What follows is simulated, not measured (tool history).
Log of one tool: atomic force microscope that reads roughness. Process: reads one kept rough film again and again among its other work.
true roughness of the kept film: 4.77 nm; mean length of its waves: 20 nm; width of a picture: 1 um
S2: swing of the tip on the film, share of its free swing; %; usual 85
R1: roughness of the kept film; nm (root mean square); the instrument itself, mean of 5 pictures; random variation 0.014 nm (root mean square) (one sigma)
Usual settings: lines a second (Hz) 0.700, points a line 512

run 1 hour=0.0 | lines_a_second_(Hz)=0.700 S2=85 points_a_line=512 | R1=2.770
run 2 hour=15.9 | lines_a_second_(Hz)=1.472 S2=85 points_a_line=512 | R1=2.409
run 3 hour=24.3 | lines_a_second_(Hz)=0.700 S2=85 points_a_line=512 | R1=2.445
-- hour=30.0 new tip fitted
run 4 hour=32.3 | lines_a_second_(Hz)=0.700 S2=89 points_a_line=512 | R1=3.255
run 5 hour=47.5 | lines_a_second_(Hz)=0.700 S2=85 points_a_line=512 | R1=3.014
run 6 hour=55.2 | lines_a_second_(Hz)=0.700 S2=85 points_a_line=512 | R1=2.901
run 7 hour=65.9 | lines_a_second_(Hz)=1.089 S2=85 points_a_line=512 | R1=2.680
run 8 hour=73.5 | lines_a_second_(Hz)=1.089 S2=85 points_a_line=512 | R1=2.601
run 9 hour=89.1 | lines_a_second_(Hz)=1.585 S2=85 points_a_line=512 | R1=2.331
-- hour=99.1 new tip fitted
run 10 hour=103.8 | lines_a_second_(Hz)=1.585 S2=85 points_a_line=512 | R1=3.019
run 11 hour=110.6 | lines_a_second_(Hz)=0.700 S2=85 points_a_line=512 | R1=3.128
run 12 hour=119.1 | lines_a_second_(Hz)=0.700 S2=85 points_a_line=512 | R1=2.990
run 13 hour=133.8 | lines_a_second_(Hz)=0.700 S2=85 points_a_line=512 | R1=2.763
run 14 hour=144.3 | lines_a_second_(Hz)=0.700 S2=62 points_a_line=512 | R1=2.735
run 15 hour=153.3 | lines_a_second_(Hz)=0.700 S2=62 points_a_line=512 | R1=2.615
-- hour=167.8 new tip fitted
run 16 hour=169.2 | lines_a_second_(Hz)=0.700 S2=85 points_a_line=512 | R1=3.288
run 17 hour=178.6 | lines_a_second_(Hz)=0.700 S2=85 points_a_line=470 | R1=3.096
run 18 hour=186.6 | lines_a_second_(Hz)=0.700 S2=85 points_a_line=512 | R1=2.954
run 19 hour=193.9 | lines_a_second_(Hz)=0.700 S2=85 points_a_line=512 | R1=2.871
run 20 hour=203.2 | lines_a_second_(Hz)=0.700 S2=85 points_a_line=512 | R1=2.731
run 21 hour=212.2 | lines_a_second_(Hz)=1.550 S2=85 points_a_line=512 | R1=2.473
run 22 hour=222.7 | lines_a_second_(Hz)=1.550 S2=85 points_a_line=380 | R1=2.325
-- hour=237.3 new tip fitted
run 23 hour=238.6 | lines_a_second_(Hz)=1.550 S2=85 points_a_line=380 | R1=3.030
run 24 hour=245.4 | lines_a_second_(Hz)=1.550 S2=85 points_a_line=380 | R1=2.928
run 25 hour=255.8 | lines_a_second_(Hz)=0.700 S2=78 points_a_line=512 | R1=2.963
run 26 hour=263.2 | lines_a_second_(Hz)=0.700 S2=85 points_a_line=512 | R1=2.864
run 27 hour=273.0 | lines_a_second_(Hz)=0.626 S2=85 points_a_line=300 | R1=2.661
run 28 hour=288.4 | lines_a_second_(Hz)=3.572 S2=70 points_a_line=814 | R1=2.373
run 29 hour=300.8 | lines_a_second_(Hz)=2.157 S2=70 points_a_line=479 | R1=2.306
-- hour=306.2 new tip fitted
run 30 hour=309.7 | lines_a_second_(Hz)=2.009 S2=65 points_a_line=897 | R1=3.287
run 31 hour=324.2 | lines_a_second_(Hz)=3.607 S2=61 points_a_line=512 | R1=2.966
run 32 hour=334.1 | lines_a_second_(Hz)=1.655 S2=78 points_a_line=386 | R1=2.768
run 33 hour=340.7 | lines_a_second_(Hz)=0.700 S2=83 points_a_line=628 | R1=2.804
run 34 hour=353.1 | lines_a_second_(Hz)=2.100 S2=77 points_a_line=573 | R1=2.487
run 35 hour=369.0 | lines_a_second_(Hz)=2.100 S2=77 points_a_line=573 | R1=2.319
-- hour=374.7 new tip fitted
run 36 hour=381.2 | lines_a_second_(Hz)=2.100 S2=77 points_a_line=573 | R1=3.044
run 37 hour=392.5 | lines_a_second_(Hz)=1.352 S2=70 points_a_line=573 | R1=2.975
run 38 hour=406.4 | lines_a_second_(Hz)=0.700 S2=74 points_a_line=512 | R1=2.831
run 39 hour=419.8 | lines_a_second_(Hz)=1.257 S2=68 points_a_line=465 | R1=2.634
run 40 hour=435.8 | lines_a_second_(Hz)=3.096 S2=89 points_a_line=257 | R1=1.939
-- hour=443.4 new tip fitted
run 41 hour=451.6 | lines_a_second_(Hz)=0.700 S2=76 points_a_line=600 | R1=3.245
run 42 hour=466.1 | lines_a_second_(Hz)=1.033 S2=76 points_a_line=466 | R1=2.921
run 43 hour=472.9 | lines_a_second_(Hz)=1.033 S2=80 points_a_line=330 | R1=2.784
run 44 hour=487.1 | lines_a_second_(Hz)=1.033 S2=80 points_a_line=330 | R1=2.596
run 45 hour=494.5 | lines_a_second_(Hz)=1.033 S2=67 points_a_line=330 | R1=2.566
run 46 hour=508.5 | lines_a_second_(Hz)=1.479 S2=63 points_a_line=503 | R1=2.429
-- hour=512.3 new tip fitted
run 47 hour=524.1 | lines_a_second_(Hz)=0.640 S2=59 points_a_line=503 | R1=3.228
run 48 hour=538.7 | lines_a_second_(Hz)=3.320 S2=86 points_a_line=503 | R1=2.376
run 49 hour=549.1 | lines_a_second_(Hz)=3.320 S2=86 points_a_line=503 | R1=2.264
run 50 hour=559.5 | lines_a_second_(Hz)=0.700 S2=76 points_a_line=512 | R1=2.643
run 51 hour=566.7 | lines_a_second_(Hz)=0.700 S2=76 points_a_line=512 | R1=2.548
run 52 hour=579.8 | lines_a_second_(Hz)=3.222 S2=87 points_a_line=847 | R1=1.994

4 ways to go on from here, each from the tool as it stands after run 52. What would each give?
-- hour=581.4 new tip fitted
run A hour=587.7 | lines_a_second_(Hz)=1.984 S2=55 points_a_line=705 | R1=?
-- hour=581.4 new tip fitted
run B hour=587.7 | lines_a_second_(Hz)=0.557 S2=87 points_a_line=425 | R1=?
-- hour=581.4 new tip fitted
run C hour=587.7 | lines_a_second_(Hz)=0.635 S2=85 points_a_line=940 | R1=?
-- hour=581.4 new tip fitted
run D hour=587.7 | lines_a_second_(Hz)=1.325 S2=68 points_a_line=847 | R1=?

run=A R1=3.306
run=B R1=3.188
run=C R1=3.220
run=D R1=3.243
Without the tool's hidden state the same runs would have given:
run=A R1=3.501
run=B R1=3.377
run=C R1=3.410
run=D R1=3.435
